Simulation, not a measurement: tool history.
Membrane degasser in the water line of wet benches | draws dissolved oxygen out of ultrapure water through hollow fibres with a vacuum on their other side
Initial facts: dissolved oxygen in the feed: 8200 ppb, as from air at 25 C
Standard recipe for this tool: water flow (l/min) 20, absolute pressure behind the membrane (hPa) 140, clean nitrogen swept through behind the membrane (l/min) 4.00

| run | hour | water flow (l/min) | absolute pressure behind the membrane (hPa) | clean nitrogen swept through behind the membrane (l/min) | dissolved oxygen in the water behind the degasser (ppb) | pressure that the water loses in the fibres (hPa) |
|---|---|---|---|---|---|---|
| 1 | 0.0 | 20 | 140 | 4.00 | 286.4 | 506.3 |
| 2 | 97.2 | 20 | 140 | 4.00 | 292.6 | 508.1 |
| 3 | 235.8 | 20 | 140 | 4.00 | 293.7 | 505.6 |
| 4 | 341.7 | 20 | 140 | 4.00 | 296.3 | 507.3 |
| 5 | 519.8 | 21 | 140 | 4.00 | 320.5 | 533.0 |
| 6 | 651.6 | 20 | 140 | 4.00 | 294.7 | 510.2 |
| 7 | 808.8 | 18 | 140 | 4.00 | 250.1 | 459.7 |
| 8 | 897.7 | 18 | 140 | 4.00 | 251.2 | 463.3 |
| 9 | 1048.9 | 20 | 140 | 4.00 | 301.4 | 511.0 |
| 10 | 1189.0 | 28 | 209 | 2.83 | 717.3 | 721.4 |
|  | 1216.6 | seals of the vacuum lines changed |
| 11 | 1273.4 | 23 | 140 | 2.29 | 476.3 | 594.5 |
| 12 | 1388.7 | 27 | 138 | 8.92 | 386.4 | 697.2 |
| 13 | 1485.6 | 13 | 92 | 2.46 | 137.5 | 334.1 |
| 14 | 1597.0 | 13 | 92 | 2.46 | 135.9 | 337.7 |
| 15 | 1717.9 | 20 | 140 | 4.23 | 296.2 | 516.3 |
| 16 | 1899.8 | 18 | 251 | 4.82 | 334.2 | 463.4 |
| 17 | 2060.4 | 18 | 281 | 4.82 | 366.1 | 462.4 |
| 18 | 2194.6 | 18 | 281 | 4.82 | 359.4 | 471.9 |

Some steps in dissolved oxygen in the water behind the degasser (ppb), run to run, broken into two amounts with sign: the step expected even without the hidden condition (settings, incoming material, random variation), and the rest, left for the hidden condition together with whatever gauge scatter is not in both the measured and the hidden-condition-free result:
Hidden state at play: membrane still open, %; true pressure behind the membrane over the reading, kPa; air that leaks in behind the membrane, l/min; drift of the gauge itself on oxygen_ppb, %; drift of the gauge itself on loss_of_pressure_kpa, %.
Run 9 -> 10: water flow (l/min) 20 -> 28, absolute pressure behind the membrane (hPa) 140 -> 209, clean nitrogen swept through behind the membrane (l/min) 4.00 -> 2.83. dissolved oxygen in the water behind the degasser (ppb) +415.9: hidden state +16.0, all else +399.9.
Run 12 -> 13: water flow (l/min) 27 -> 13, absolute pressure behind the membrane (hPa) 138 -> 92, clean nitrogen swept through behind the membrane (l/min) 8.92 -> 2.46. dissolved oxygen in the water behind the degasser (ppb) -248.9: hidden state -23.5, all else -225.4.

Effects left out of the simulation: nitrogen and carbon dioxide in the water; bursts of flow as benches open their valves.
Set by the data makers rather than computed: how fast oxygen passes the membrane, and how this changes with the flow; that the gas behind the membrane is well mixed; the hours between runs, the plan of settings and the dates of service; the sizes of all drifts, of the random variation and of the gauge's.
